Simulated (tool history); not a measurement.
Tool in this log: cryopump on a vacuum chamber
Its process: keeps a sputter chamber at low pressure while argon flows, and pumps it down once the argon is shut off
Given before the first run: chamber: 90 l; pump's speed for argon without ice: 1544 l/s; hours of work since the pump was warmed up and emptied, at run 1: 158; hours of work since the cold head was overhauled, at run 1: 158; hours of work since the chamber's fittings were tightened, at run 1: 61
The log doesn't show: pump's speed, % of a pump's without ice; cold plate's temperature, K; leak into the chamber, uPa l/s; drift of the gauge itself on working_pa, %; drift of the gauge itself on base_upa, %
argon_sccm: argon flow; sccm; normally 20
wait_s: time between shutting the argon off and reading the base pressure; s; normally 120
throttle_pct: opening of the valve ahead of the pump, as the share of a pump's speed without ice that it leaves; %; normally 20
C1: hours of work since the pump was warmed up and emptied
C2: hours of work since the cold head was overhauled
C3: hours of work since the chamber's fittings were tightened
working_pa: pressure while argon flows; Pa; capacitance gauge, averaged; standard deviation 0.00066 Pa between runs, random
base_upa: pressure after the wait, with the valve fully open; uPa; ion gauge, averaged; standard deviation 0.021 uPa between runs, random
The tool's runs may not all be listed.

run 1 hour=0.0 | argon_sccm=20 wait_s=120 throttle_pct=20 | C1=158 C2=158 C3=61 | working_pa=0.1111 base_upa=0.60
run 2 hour=27.0 | argon_sccm=20 wait_s=120 throttle_pct=20 | C1=175 C2=175 C3=77 | working_pa=0.1097 base_upa=0.62
run 3 hour=69.8 | argon_sccm=20 wait_s=120 throttle_pct=20 | C1=201 C2=201 C3=104 | working_pa=0.1099 base_upa=0.63
run 4 hour=110.4 | argon_sccm=20 wait_s=120 throttle_pct=20 | C1=226 C2=226 C3=129 | working_pa=0.1119 base_upa=0.66
run 5 hour=154.0 | argon_sccm=9 wait_s=120 throttle_pct=20 | C1=253 C2=253 C3=156 | working_pa=0.0502 base_upa=0.69
run 6 hour=179.6 | argon_sccm=9 wait_s=120 throttle_pct=20 | C1=269 C2=269 C3=171 | working_pa=0.0506 base_upa=0.68
run 7 hour=211.5 | argon_sccm=9 wait_s=120 throttle_pct=21 | C1=288 C2=288 C3=191 | working_pa=0.0483 base_upa=0.66
run 8 hour=243.3 | argon_sccm=33 wait_s=120 throttle_pct=20 | C1=308 C2=308 C3=210 | working_pa=0.1836 base_upa=0.71
run 9 hour=274.4 | argon_sccm=20 wait_s=50 throttle_pct=20 | C1=327 C2=327 C3=230 | working_pa=0.1121 base_upa=1.15
run 10 hour=316.7 | argon_sccm=20 wait_s=69 throttle_pct=20 | C1=353 C2=353 C3=256 | working_pa=0.1120 base_upa=1.02
run 11 hour=340.2 | argon_sccm=20 wait_s=33 throttle_pct=20 | C1=368 C2=368 C3=270 | working_pa=0.1116 base_upa=1.59
run 12 hour=374.5 | argon_sccm=20 wait_s=33 throttle_pct=20 | C1=389 C2=389 C3=291 | working_pa=0.1132 base_upa=1.63
run 13 hour=412.5 | argon_sccm=20 wait_s=33 throttle_pct=20 | C1=412 C2=412 C3=315 | working_pa=0.1130 base_upa=1.61
run 14 hour=447.3 | argon_sccm=34 wait_s=120 throttle_pct=20 | C1=434 C2=434 C3=336 | working_pa=0.1918 base_upa=0.87
run 15 hour=474.3 | argon_sccm=34 wait_s=120 throttle_pct=20 | C1=450 C2=450 C3=353 | working_pa=0.1921 base_upa=0.85
run 16 hour=497.6 | argon_sccm=34 wait_s=120 throttle_pct=20 | C1=465 C2=465 C3=367 | working_pa=0.1919 base_upa=0.84
run 17 hour=528.3 | argon_sccm=34 wait_s=120 throttle_pct=20 | C1=483 C2=483 C3=386 | working_pa=0.1923 base_upa=0.85
run 18 hour=552.6 | argon_sccm=13 wait_s=120 throttle_pct=21 | C1=498 C2=498 C3=401 | working_pa=0.0702 base_upa=0.90
run 19 hour=590.8 | argon_sccm=10 wait_s=91 throttle_pct=40 | C1=522 C2=522 C3=424 | working_pa=0.0287 base_upa=1.00
run 20 hour=637.8 | argon_sccm=10 wait_s=91 throttle_pct=40 | C1=551 C2=551 C3=453 | working_pa=0.0300 base_upa=1.01
run 21 hour=689.0 | argon_sccm=35 wait_s=209 throttle_pct=55 | C1=582 C2=582 C3=485 | working_pa=0.0788 base_upa=0.79
run 22 hour=713.0 | argon_sccm=31 wait_s=100 throttle_pct=19 | C1=597 C2=597 C3=500 | working_pa=0.1852 base_upa=1.04
run 23 hour=767.4 | argon_sccm=20 wait_s=75 throttle_pct=22 | C1=631 C2=631 C3=533 | working_pa=0.1051 base_upa=1.21
run 24 hour=801.2 | argon_sccm=18 wait_s=98 throttle_pct=24 | C1=651 C2=651 C3=554 | working_pa=0.0877 base_upa=1.08
run 25 hour=841.7 | argon_sccm=18 wait_s=98 throttle_pct=24 | C1=676 C2=676 C3=579 | working_pa=0.0866 base_upa=1.16
run 26 hour=882.5 | argon_sccm=18 wait_s=98 throttle_pct=24 | C1=701 C2=701 C3=604 | working_pa=0.0867 base_upa=1.16
run 27 hour=929.8 | argon_sccm=18 wait_s=130 throttle_pct=24 | C1=731 C2=731 C3=633 | working_pa=0.0871 base_upa=1.12
run 28 hour=975.7 | argon_sccm=37 wait_s=130 throttle_pct=24 | C1=759 C2=759 C3=661 | working_pa=0.1819 base_upa=1.12
run 29 hour=1022.9 | argon_sccm=10 wait_s=41 throttle_pct=15 | C1=788 C2=788 C3=690 | working_pa=0.0766 base_upa=1.78
run 30 hour=1060.8 | argon_sccm=10 wait_s=120 throttle_pct=20 | C1=811 C2=811 C3=714 | working_pa=0.0589 base_upa=1.17
run 31 hour=1096.0 | argon_sccm=10 wait_s=120 throttle_pct=20 | C1=833 C2=833 C3=735 | working_pa=0.0583 base_upa=1.19
run 32 hour=1137.3 | argon_sccm=16 wait_s=67 throttle_pct=27 | C1=858 C2=858 C3=761 | working_pa=0.0713 base_upa=1.50
run 33 hour=1171.3 | argon_sccm=23 wait_s=81 throttle_pct=38 | C1=879 C2=879 C3=782 | working_pa=0.0746 base_upa=1.43

Selected run-to-run steps in working_pa, each split into two signed amounts: the part the tool would show with no hidden state at all (from settings, incoming material and random variation), and the remainder, which goes to the hidden state together with any gauge scatter not common to the measured and the hidden-state-free results:
Run 7 -> 8: argon_sccm 9 -> 33, throttle_pct 21 -> 20. working_pa +0.1353 Pa: hidden state +0.0027, all else +0.1326.
Run 17 -> 18: argon_sccm 34 -> 13, throttle_pct 20 -> 21. working_pa -0.1221 Pa: hidden state -0.0037, all else -0.1184.
Run 20 -> 21: argon_sccm 10 -> 35, wait_s 91 -> 209, throttle_pct 40 -> 55. working_pa +0.0488 Pa: hidden state +0.0060, all else +0.0428.
Run 21 -> 22: argon_sccm 35 -> 31, wait_s 209 -> 100, throttle_pct 55 -> 19. working_pa +0.1064 Pa: hidden state -0.0008, all else +0.1072.
Run 27 -> 28: argon_sccm 18 -> 37. working_pa +0.0948 Pa: hidden state +0.0064, all else +0.0884.
Run 28 -> 29: argon_sccm 37 -> 10, wait_s 130 -> 41, throttle_pct 24 -> 15. working_pa -0.1053 Pa: hidden state -0.0086, all else -0.0967.

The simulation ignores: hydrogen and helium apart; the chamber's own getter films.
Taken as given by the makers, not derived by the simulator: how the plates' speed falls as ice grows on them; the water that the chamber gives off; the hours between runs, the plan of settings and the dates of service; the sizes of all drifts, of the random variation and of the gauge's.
